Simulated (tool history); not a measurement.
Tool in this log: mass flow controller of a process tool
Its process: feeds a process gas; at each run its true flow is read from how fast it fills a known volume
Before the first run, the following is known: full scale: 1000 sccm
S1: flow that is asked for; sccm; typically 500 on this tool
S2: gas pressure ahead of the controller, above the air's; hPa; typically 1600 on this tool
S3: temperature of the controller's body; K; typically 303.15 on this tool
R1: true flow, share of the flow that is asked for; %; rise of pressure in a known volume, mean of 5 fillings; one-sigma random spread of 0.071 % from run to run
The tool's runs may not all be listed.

run 1 hour=0 | S1=500 S2=1600 S3=303.15 | R1=99.52
run 2 hour=92.9 | S1=500 S2=1600 S3=303.15 | R1=99.63
run 3 hour=224 | S1=500 S2=1600 S3=303.15 | R1=99.51
run 4 hour=352 | S1=173 S2=1600 S3=303.15 | R1=99.03
run 5 hour=478.9 | S1=173 S2=1600 S3=303.15 | R1=98.98
run 6 hour=587.1 | S1=173 S2=1600 S3=303.15 | R1=98.85
run 7 hour=691.3 | S1=173 S2=1600 S3=308.15 | R1=98.31
run 8 hour=825.8 | S1=500 S2=1600 S3=303.15 | R1=98.88
run 9 hour=956.4 | S1=467 S2=1600 S3=303.15 | R1=98.73
run 10 hour=1105.9 | S1=500 S2=1600 S3=303.15 | R1=98.61
run 11 hour=1191.9 | S1=500 S2=1600 S3=303.15 | R1=98.6
run 12 hour=1307.4 | S1=500 S2=1600 S3=303.15 | R1=98.51
run 13 hour=1396.1 | S1=500 S2=1600 S3=303.15 | R1=98.5
run 14 hour=1563.4 | S1=220 S2=1600 S3=303.15 | R1=98.03
run 15 hour=1727.9 | S1=220 S2=1600 S3=303.15 | R1=97.86
run 16 hour=1827.9 | S1=201 S2=1600 S3=303.15 | R1=97.79
run 17 hour=1939.2 | S1=201 S2=1600 S3=303.15 | R1=97.69
run 18 hour=2041.8 | S1=201 S2=1820 S3=298.15 | R1=97.79
run 19 hour=2136.3 | S1=293 S2=1820 S3=301.15 | R1=97.58
run 20 hour=2242.5 | S1=104 S2=2620 S3=305.15 | R1=96.46
run 21 hour=2327.9 | S1=104 S2=2620 S3=305.15 | R1=96.37
run 22 hour=2475.7 | S1=323 S2=1790 S3=303.15 | R1=97.25
run 23 hour=2592.4 | S1=500 S2=2660 S3=299.15 | R1=97.03
run 24 hour=2752.8 | S1=575 S2=2660 S3=302.15 | R1=96.7
run 25 hour=2863.5 | S1=500 S2=1490 S3=298.15 | R1=97.56
run 26 hour=3018.2 | S1=721 S2=2200 S3=304.15 | R1=96.56
run 27 hour=3168.8 | S1=197 S2=2350 S3=303.15 | R1=96.25
run 28 hour=3299.9 | S1=282 S2=2460 S3=295.15 | R1=96.44
run 29 hour=3398.1 | S1=282 S2=2460 S3=295.15 | R1=99.14

Not shown here: 1 entry made in the log between runs. Locate each between two listed runs and compare the hidden state at the listed run before it with the hidden state at the listed run after it:
From run 28 to run 29: gauge calibrated (hour 3324.7)
  drift of the gauge itself on true_pct, %: -2.8 -> -0.06
  measured result minus the result with no hidden state, R1: -2.78 -> -0.06 %

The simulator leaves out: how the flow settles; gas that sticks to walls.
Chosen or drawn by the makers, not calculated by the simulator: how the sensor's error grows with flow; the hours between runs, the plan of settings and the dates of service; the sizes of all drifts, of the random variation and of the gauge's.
